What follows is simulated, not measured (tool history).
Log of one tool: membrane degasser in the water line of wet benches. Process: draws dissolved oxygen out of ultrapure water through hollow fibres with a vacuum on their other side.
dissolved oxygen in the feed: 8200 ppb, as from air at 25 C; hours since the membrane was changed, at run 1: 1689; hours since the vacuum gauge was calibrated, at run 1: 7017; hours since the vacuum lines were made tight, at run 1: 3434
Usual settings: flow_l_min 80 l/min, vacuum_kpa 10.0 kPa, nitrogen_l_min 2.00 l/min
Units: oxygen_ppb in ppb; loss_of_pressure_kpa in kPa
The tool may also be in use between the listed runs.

run,hour,flow_l_min,vacuum_kpa,nitrogen_l_min,hours since the membrane was changed,hours since the vacuum gauge was calibrated,hours since the vacuum lines were made tight,oxygen_ppb,loss_of_pressure_kpa
1,0.0,80,10.0,2.00,1689,7017,3434,645.6,28.38
2,42.5,80,10.0,2.00,1731,7060,3477,643.2,28.37
3,81.7,80,10.0,2.00,1770,7099,3516,635.2,28.34
4,127.9,80,10.0,3.72,1817,7145,3562,431.1,28.49
5,178.1,80,10.0,5.38,1867,7195,3612,340.4,28.75
6,216.7,80,10.0,2.00,1905,7234,3651,646.0,28.40
7,259.7,80,20.0,2.00,1948,7277,3694,1281.3,28.63
8,289.1,80,13.2,2.00,1978,7307,3723,860.1,28.40
9,318.6,80,13.2,2.00,2007,7336,3753,858.6,28.73
10,370.4,80,13.2,2.00,2059,7388,3804,866.2,28.65
11,408.5,80,10.0,2.00,2097,7426,3843,653.3,28.36
12,459.8,80,10.0,2.00,2148,7477,3894,651.5,28.57
13,507.2,80,10.0,2.00,2196,7525,3941,649.9,28.02
14,531.7,71,10.0,2.00,2220,7549,3966,585.3,25.11
15,585.7,80,11.0,2.00,2274,7603,4020,720.9,28.64
16,610.9,80,11.0,2.00,2300,7628,4045,726.5,28.36
# hour 640.4: vacuum gauge calibrated
17,645.8,80,8.6,4.63,2334,5,4079,308.0,28.59
18,696.1,80,8.6,4.63,2384,56,4130,308.0,28.54
19,747.0,80,8.6,4.63,2435,107,4181,307.1,28.74

Run 20 comes next. What will it give?
20,793.7,97,21.7,3.52,2482,153,4227,?,?

Run 20 gave oxygen_ppb 1083.4 ppb, loss_of_pressure_kpa 34.48 kPa.
Without the tool's hidden state the same run would have given oxygen_ppb 1071.6 ppb, loss_of_pressure_kpa 33.62 kPa.
